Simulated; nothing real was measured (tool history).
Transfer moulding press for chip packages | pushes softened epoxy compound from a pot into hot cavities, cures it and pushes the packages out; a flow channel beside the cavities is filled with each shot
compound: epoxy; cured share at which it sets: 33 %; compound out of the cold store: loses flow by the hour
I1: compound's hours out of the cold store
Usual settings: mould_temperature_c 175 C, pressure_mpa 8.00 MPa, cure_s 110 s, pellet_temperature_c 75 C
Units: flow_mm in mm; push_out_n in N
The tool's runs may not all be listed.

{"run": 1, "day": 0.0, "mould_temperature_c": 175, "pressure_mpa": 8.0, "cure_s": 110, "pellet_temperature_c": 75, "I1": 9.9, "flow_mm": 914, "push_out_n": 391}
{"run": 2, "day": 0.683, "mould_temperature_c": 175, "pressure_mpa": 8.0, "cure_s": 110, "pellet_temperature_c": 75, "I1": 22.5, "flow_mm": 866, "push_out_n": 409}
{"run": 3, "day": 1.379, "mould_temperature_c": 175, "pressure_mpa": 8.0, "cure_s": 110, "pellet_temperature_c": 75, "I1": 29.5, "flow_mm": 848, "push_out_n": 421}
{"run": 4, "day": 1.767, "mould_temperature_c": 175, "pressure_mpa": 8.0, "cure_s": 110, "pellet_temperature_c": 75, "I1": 47.5, "flow_mm": 786, "push_out_n": 439}
{"day": 2.121, "done": "cavities cleaned with cleaning compound and waxed"}
{"run": 5, "day": 2.171, "mould_temperature_c": 175, "pressure_mpa": 8.0, "cure_s": 110, "pellet_temperature_c": 75, "I1": 25.9, "flow_mm": 857, "push_out_n": 342}
{"run": 6, "day": 2.629, "mould_temperature_c": 175, "pressure_mpa": 8.0, "cure_s": 110, "pellet_temperature_c": 75, "I1": 39.4, "flow_mm": 810, "push_out_n": 355}
{"run": 7, "day": 3.192, "mould_temperature_c": 175, "pressure_mpa": 8.0, "cure_s": 110, "pellet_temperature_c": 75, "I1": 46.3, "flow_mm": 792, "push_out_n": 357}
{"run": 8, "day": 3.742, "mould_temperature_c": 175, "pressure_mpa": 8.0, "cure_s": 110, "pellet_temperature_c": 75, "I1": 18.8, "flow_mm": 864, "push_out_n": 391}
{"run": 9, "day": 4.517, "mould_temperature_c": 175, "pressure_mpa": 8.0, "cure_s": 110, "pellet_temperature_c": 71, "I1": 41.4, "flow_mm": 802, "push_out_n": 411}
{"run": 10, "day": 5.058, "mould_temperature_c": 175, "pressure_mpa": 8.0, "cure_s": 110, "pellet_temperature_c": 71, "I1": 44.5, "flow_mm": 786, "push_out_n": 435}
{"day": 5.204, "done": "mould's thermocouples calibrated"}
{"run": 11, "day": 5.642, "mould_temperature_c": 182, "pressure_mpa": 8.0, "cure_s": 114, "pellet_temperature_c": 75, "I1": 31.4, "flow_mm": 804, "push_out_n": 404}
{"day": 5.9, "done": "cavities cleaned with cleaning compound and waxed"}
{"run": 12, "day": 6.083, "mould_temperature_c": 169, "pressure_mpa": 8.0, "cure_s": 115, "pellet_temperature_c": 75, "I1": 13.0, "flow_mm": 907, "push_out_n": 420}
{"run": 13, "day": 6.471, "mould_temperature_c": 174, "pressure_mpa": 6.74, "cure_s": 121, "pellet_temperature_c": 75, "I1": 22.3, "flow_mm": 788, "push_out_n": 347}
{"run": 14, "day": 7.054, "mould_temperature_c": 174, "pressure_mpa": 6.74, "cure_s": 121, "pellet_temperature_c": 75, "I1": 18.3, "flow_mm": 794, "push_out_n": 371}
{"run": 15, "day": 7.558, "mould_temperature_c": 175, "pressure_mpa": 8.0, "cure_s": 95, "pellet_temperature_c": 84, "I1": 11.1, "flow_mm": 890, "push_out_n": 466}
{"day": 8.117, "done": "mould's thermocouples calibrated, once more"}
{"run": 16, "day": 8.367, "mould_temperature_c": 172, "pressure_mpa": 8.0, "cure_s": 110, "pellet_temperature_c": 84, "I1": 11.9, "flow_mm": 906, "push_out_n": 477}
{"run": 17, "day": 8.938, "mould_temperature_c": 172, "pressure_mpa": 8.0, "cure_s": 110, "pellet_temperature_c": 84, "I1": 21.4, "flow_mm": 865, "push_out_n": 485}
{"run": 18, "day": 9.458, "mould_temperature_c": 172, "pressure_mpa": 8.0, "cure_s": 110, "pellet_temperature_c": 84, "I1": 25.9, "flow_mm": 855, "push_out_n": 477}
{"day": 9.638, "done": "cavities cleaned with cleaning compound and waxed"}
{"run": 19, "day": 10.183, "mould_temperature_c": 172, "pressure_mpa": 8.0, "cure_s": 110, "pellet_temperature_c": 84, "I1": 39.8, "flow_mm": 806, "push_out_n": 393}
{"run": 20, "day": 10.871, "mould_temperature_c": 168, "pressure_mpa": 8.0, "cure_s": 110, "pellet_temperature_c": 73, "I1": 47.6, "flow_mm": 797, "push_out_n": 526}

Forecast each of these 4 alternatives for the next run:
{"run": "A", "day": 11.196, "mould_temperature_c": 168, "pressure_mpa": 8.0, "cure_s": 110, "pellet_temperature_c": 81, "I1": 47.8, "flow_mm": "?", "push_out_n": "?"}
{"run": "B", "day": 11.196, "mould_temperature_c": 181, "pressure_mpa": 8.0, "cure_s": 100, "pellet_temperature_c": 85, "I1": 28.6, "flow_mm": "?", "push_out_n": "?"}
{"run": "C", "day": 11.196, "mould_temperature_c": 168, "pressure_mpa": 6.28, "cure_s": 92, "pellet_temperature_c": 73, "I1": 18.3, "flow_mm": "?", "push_out_n": "?"}
{"run": "D", "day": 11.196, "mould_temperature_c": 176, "pressure_mpa": 6.57, "cure_s": 110, "pellet_temperature_c": 75, "I1": 14.2, "flow_mm": "?", "push_out_n": "?"}

run=A flow_mm=800 push_out_n=525
run=B flow_mm=808 push_out_n=365
run=C flow_mm=788 push_out_n=867
run=D flow_mm=790 push_out_n=388
Without the tool's hidden state the same runs would have given:
run=A flow_mm=831 push_out_n=446
run=B flow_mm=840 push_out_n=310
run=C flow_mm=819 push_out_n=737
run=D flow_mm=820 push_out_n=330

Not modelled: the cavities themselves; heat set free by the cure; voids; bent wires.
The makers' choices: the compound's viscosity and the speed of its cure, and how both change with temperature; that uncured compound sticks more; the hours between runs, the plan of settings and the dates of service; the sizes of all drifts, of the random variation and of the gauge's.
